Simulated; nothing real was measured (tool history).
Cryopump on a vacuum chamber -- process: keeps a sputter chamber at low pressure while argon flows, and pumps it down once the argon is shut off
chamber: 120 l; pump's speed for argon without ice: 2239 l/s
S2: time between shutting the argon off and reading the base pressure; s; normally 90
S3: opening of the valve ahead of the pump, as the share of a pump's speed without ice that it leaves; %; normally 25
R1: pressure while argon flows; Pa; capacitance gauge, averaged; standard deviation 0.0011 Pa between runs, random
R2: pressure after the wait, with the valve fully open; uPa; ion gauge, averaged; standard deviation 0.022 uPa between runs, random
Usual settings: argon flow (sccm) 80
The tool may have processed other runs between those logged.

{"run": 1, "hour": 0.0, "argon flow (sccm)": 80, "S2": 90, "S3": 25, "R1": 0.2414, "R2": 1.84}
{"run": 2, "hour": 84.4, "argon flow (sccm)": 80, "S2": 90, "S3": 25, "R1": 0.2449, "R2": 1.89}
{"run": 3, "hour": 165.3, "argon flow (sccm)": 158, "S2": 90, "S3": 25, "R1": 0.4833, "R2": 1.9}
{"hour": 194.2, "done": "leaking fittings of the chamber tightened, without venting"}
{"run": 4, "hour": 211.6, "argon flow (sccm)": 158, "S2": 90, "S3": 25, "R1": 0.4845, "R2": 0.59}
{"run": 5, "hour": 294.5, "argon flow (sccm)": 158, "S2": 90, "S3": 25, "R1": 0.4833, "R2": 0.58}
{"run": 6, "hour": 354.7, "argon flow (sccm)": 80, "S2": 90, "S3": 23, "R1": 0.2666, "R2": 0.72}
{"run": 7, "hour": 411.1, "argon flow (sccm)": 80, "S2": 90, "S3": 23, "R1": 0.2648, "R2": 0.71}
{"run": 8, "hour": 489.5, "argon flow (sccm)": 80, "S2": 90, "S3": 16, "R1": 0.3853, "R2": 0.79}
{"run": 9, "hour": 573.7, "argon flow (sccm)": 80, "S2": 90, "S3": 16, "R1": 0.3838, "R2": 0.81}
{"run": 10, "hour": 615.4, "argon flow (sccm)": 80, "S2": 90, "S3": 16, "R1": 0.3836, "R2": 0.83}
{"run": 11, "hour": 662.4, "argon flow (sccm)": 80, "S2": 90, "S3": 16, "R1": 0.3833, "R2": 0.9}
{"run": 12, "hour": 738.2, "argon flow (sccm)": 80, "S2": 90, "S3": 16, "R1": 0.386, "R2": 0.9}
{"run": 13, "hour": 787.3, "argon flow (sccm)": 80, "S2": 90, "S3": 25, "R1": 0.2506, "R2": 1.01}
{"run": 14, "hour": 859.5, "argon flow (sccm)": 80, "S2": 90, "S3": 25, "R1": 0.2524, "R2": 1.01}
{"run": 15, "hour": 937.9, "argon flow (sccm)": 80, "S2": 90, "S3": 25, "R1": 0.2504, "R2": 1.09}
{"run": 16, "hour": 1012.3, "argon flow (sccm)": 80, "S2": 90, "S3": 25, "R1": 0.2542, "R2": 1.17}
{"run": 17, "hour": 1082.7, "argon flow (sccm)": 80, "S2": 90, "S3": 25, "R1": 0.2556, "R2": 1.25}

Forecast run 18:
{"run": 18, "hour": 1140.5, "argon flow (sccm)": 88, "S2": 90, "S3": 46, "R1": "?", "R2": "?"}

R1: 0.1591 Pa
R2: 1.36 uPa
Minus the tool's unlogged condition, the same run would have read R1 0.1432 Pa, R2 0.56 uPa.

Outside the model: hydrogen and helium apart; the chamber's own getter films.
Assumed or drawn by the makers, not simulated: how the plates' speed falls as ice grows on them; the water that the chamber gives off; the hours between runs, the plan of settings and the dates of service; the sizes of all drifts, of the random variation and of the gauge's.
